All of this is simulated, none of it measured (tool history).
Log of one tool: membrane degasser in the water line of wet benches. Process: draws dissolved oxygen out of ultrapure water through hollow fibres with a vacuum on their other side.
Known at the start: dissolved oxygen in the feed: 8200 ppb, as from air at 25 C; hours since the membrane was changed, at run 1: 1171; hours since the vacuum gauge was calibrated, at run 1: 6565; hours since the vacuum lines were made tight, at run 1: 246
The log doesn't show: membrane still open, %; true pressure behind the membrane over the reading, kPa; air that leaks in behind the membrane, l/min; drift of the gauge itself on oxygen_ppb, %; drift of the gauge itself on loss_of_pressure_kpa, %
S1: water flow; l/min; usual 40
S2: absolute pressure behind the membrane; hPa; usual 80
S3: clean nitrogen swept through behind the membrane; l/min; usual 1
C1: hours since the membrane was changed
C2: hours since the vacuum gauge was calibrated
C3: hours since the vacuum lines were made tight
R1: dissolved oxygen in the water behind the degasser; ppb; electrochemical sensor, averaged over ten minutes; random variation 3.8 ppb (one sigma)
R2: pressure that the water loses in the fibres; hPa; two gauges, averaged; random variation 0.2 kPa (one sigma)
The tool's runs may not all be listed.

run 1 hour=0 | S1=40 S2=80 S3=1 | C1=1171 C2=6565 C3=246 | R1=408 R2=443.5
run 2 hour=63.3 | S1=40 S2=82.5 S3=1 | C1=1234 C2=6629 C3=309 | R1=429.6 R2=445.3
run 3 hour=111.1 | S1=40 S2=82.5 S3=1 | C1=1282 C2=6676 C3=357 | R1=434.3 R2=440.6
run 4 hour=156 | S1=40 S2=82.5 S3=1 | C1=1327 C2=6721 C3=402 | R1=425.9 R2=442.2
run 5 hour=199.7 | S1=40 S2=82.5 S3=1 | C1=1371 C2=6765 C3=445 | R1=429.9 R2=442.2
run 6 hour=226.4 | S1=40 S2=80 S3=1 | C1=1397 C2=6792 C3=472 | R1=408.9 R2=446.8
run 7 hour=271.4 | S1=40 S2=80 S3=1 | C1=1442 C2=6837 C3=517 | R1=408.5 R2=442.1
-- hour=293.4 vacuum gauge calibrated
run 8 hour=334 | S1=40 S2=80 S3=1 | C1=1504 C2=41 C3=579 | R1=382.5 R2=444.4
run 9 hour=391.3 | S1=40 S2=79.5 S3=1 | C1=1562 C2=98 C3=636 | R1=386.7 R2=447.9
run 10 hour=431.1 | S1=31 S2=80 S3=1 | C1=1602 C2=138 C3=676 | R1=307.6 R2=342.7
run 11 hour=486.6 | S1=40 S2=80 S3=1 | C1=1657 C2=193 C3=732 | R1=380.1 R2=445.1
run 12 hour=543.9 | S1=40 S2=80 S3=0.64 | C1=1714 C2=251 C3=789 | R1=515.1 R2=444.6
run 13 hour=577.4 | S1=43 S2=80 S3=0.65 | C1=1748 C2=284 C3=823 | R1=548.4 R2=478.1
run 14 hour=633.7 | S1=43 S2=80 S3=0.65 | C1=1804 C2=340 C3=879 | R1=550.6 R2=478.4
run 15 hour=696.1 | S1=47 S2=63.1 S3=1 | C1=1867 C2=403 C3=941 | R1=301.3 R2=525.8
run 16 hour=748.8 | S1=47 S2=63.1 S3=1 | C1=1919 C2=455 C3=994 | R1=305.9 R2=526
run 17 hour=790.4 | S1=47 S2=63.1 S3=1 | C1=1961 C2=497 C3=1036 | R1=309.1 R2=529.1

The next listed run, before its measurement:
run 18 hour=819.1 | S1=39 S2=50.2 S3=0.86 | C1=1990 C2=526 C3=1064 | R1=? R2=?

Run 18 gave R1 171.8 ppb, R2 435.8 hPa.
Without the tool's hidden state the same run would have given R1 169.3 ppb, R2 428.3 hPa.
